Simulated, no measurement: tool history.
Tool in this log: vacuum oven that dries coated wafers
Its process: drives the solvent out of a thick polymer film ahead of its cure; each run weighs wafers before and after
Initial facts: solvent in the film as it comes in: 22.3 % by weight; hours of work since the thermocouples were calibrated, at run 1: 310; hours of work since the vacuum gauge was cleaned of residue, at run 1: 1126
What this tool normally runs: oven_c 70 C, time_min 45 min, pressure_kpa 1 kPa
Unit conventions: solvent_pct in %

| run | hour | oven_c | time_min | pressure_kpa | hours of work since the thermocouples were calibrated | hours of work since the vacuum gauge was cleaned of residue | solvent_pct |
|---|---|---|---|---|---|---|---|
| 1 | 0 | 70 | 45 | 1 | 310 | 1126 | 4.23 |
| 2 | 61.8 | 58 | 45 | 1 | 336 | 1153 | 10.31 |
|  | 116.5 | vacuum gauge cleaned of residue and calibrated |
| 3 | 151.1 | 82 | 45 | 1 | 374 | 15 | 0.61 |
| 4 | 212.9 | 82 | 45 | 1 | 400 | 41 | 0.76 |
| 5 | 316.8 | 82 | 28 | 1 | 445 | 86 | 1.9 |
| 6 | 395.7 | 82 | 28 | 1 | 479 | 120 | 1.85 |
| 7 | 512.3 | 82 | 28 | 1 | 529 | 170 | 1.89 |
| 8 | 562.7 | 82 | 36 | 1 | 551 | 191 | 1.13 |
| 9 | 679.8 | 82 | 36 | 1 | 601 | 242 | 1.23 |
| 10 | 743.9 | 69 | 45 | 0.56 | 628 | 269 | 4.18 |
| 11 | 866.3 | 70 | 70 | 1.45 | 681 | 322 | 2.4 |
| 12 | 952.1 | 83 | 34 | 1 | 718 | 358 | 1.17 |
| 13 | 1073.9 | 56 | 37 | 0.87 | 770 | 411 | 12.41 |

4 options for the next run, each taken on its own from the tool as it stands now. Forecast them:
| A | 1133.1 | 72 | 24 | 0.65 | 795 | 436 | ? |
| B | 1133.1 | 75 | 74 | 0.87 | 795 | 436 | ? |
| C | 1133.1 | 70 | 46 | 2.49 | 795 | 436 | ? |
| D | 1133.1 | 60 | 39 | 3.19 | 795 | 436 | ? |

| run | solvent_pct |
|---|---|
| A | 6.92 |
| B | 1.01 |
| C | 4.97 |
| D | 11.64 |
With the hidden condition removed and each run's random variation left untouched, the same runs would have given:
| run | solvent_pct |
|---|---|
| A | 6.66 |
| B | 0.89 |
| C | 4.71 |
| D | 11.35 |
